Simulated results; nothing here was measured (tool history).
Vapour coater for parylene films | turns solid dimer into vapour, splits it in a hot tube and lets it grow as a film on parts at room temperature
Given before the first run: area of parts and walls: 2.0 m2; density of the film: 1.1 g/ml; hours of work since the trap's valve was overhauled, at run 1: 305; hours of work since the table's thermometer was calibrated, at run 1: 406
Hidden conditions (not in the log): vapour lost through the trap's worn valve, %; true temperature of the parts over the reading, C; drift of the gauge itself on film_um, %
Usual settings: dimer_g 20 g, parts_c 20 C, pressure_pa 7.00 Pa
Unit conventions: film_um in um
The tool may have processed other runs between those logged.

run   hour  dimer_g  parts_c  pressure_pa  hours of work since the trap's valve was overhauled  hours of work since the table's thermometer was calibrated  film_um
  1    0.0       20       20         7.00                                                  305                                                         406     5.21
  2   24.6       20       20         7.00                                                  323                                                         425     5.18
  3   57.7       20       20         7.00                                                  349                                                         450     5.17
  4   77.1       20       12         7.00                                                  364                                                         465     7.37
  5  106.8       20       12         7.00                                                  387                                                         488     7.36
  6  127.1       20       13         7.00                                                  403                                                         504     6.95
  7  165.9       20       13         7.00                                                  433                                                         534     6.93
  8  190.4       20       13         7.18                                                  451                                                         553     6.96
  9  227.9       28       20         7.00                                                  480                                                         582     7.02
 10  263.4       28       20         7.00                                                  508                                                         609     6.99
 11  301.9       28       20         7.00                                                  538                                                         639     6.88
 12  325.8       28       20         7.00                                                  556                                                         657     7.01
     349.7  -- trap's valve overhauled
 13  361.0       28       20         7.00                                                    9                                                         681     7.72
 14  380.1       28       20         7.00                                                   23                                                         696     7.76
 15  402.5       28       20         7.00                                                   41                                                         713     7.78
 16  433.9       20       20         9.65                                                   65                                                         737     5.37
 17  464.2       20       20         4.55                                                   88                                                         761     5.63
 18  502.0       20       20         4.55                                                  118                                                         790     5.61
 19  531.3       20       20        10.29                                                  140                                                         813     5.33
 20  557.1       22       19         2.83                                                  160                                                         832     6.50
 21  580.4       20       22         2.59                                                  178                                                         850     5.13
 22  600.0       33       26         2.61                                                  193                                                         866     7.14
 23  620.1       30       13         3.53                                                  209                                                         881    11.46
 24  649.5       30       13         3.53                                                  231                                                         904    11.46
 25  669.1        9       19         2.55                                                  247                                                         919     2.68
 26  704.1        9       19         2.55                                                  273                                                         946     2.67

For run 27, what comes out?
 27  736.9       13       20         7.00                                                  299                                                         971        ?

Run 27 gave film_um 3.41 um.
Were there no unlogged condition in the tool, this run, its random variation unchanged, would have produced film_um 3.54 um.
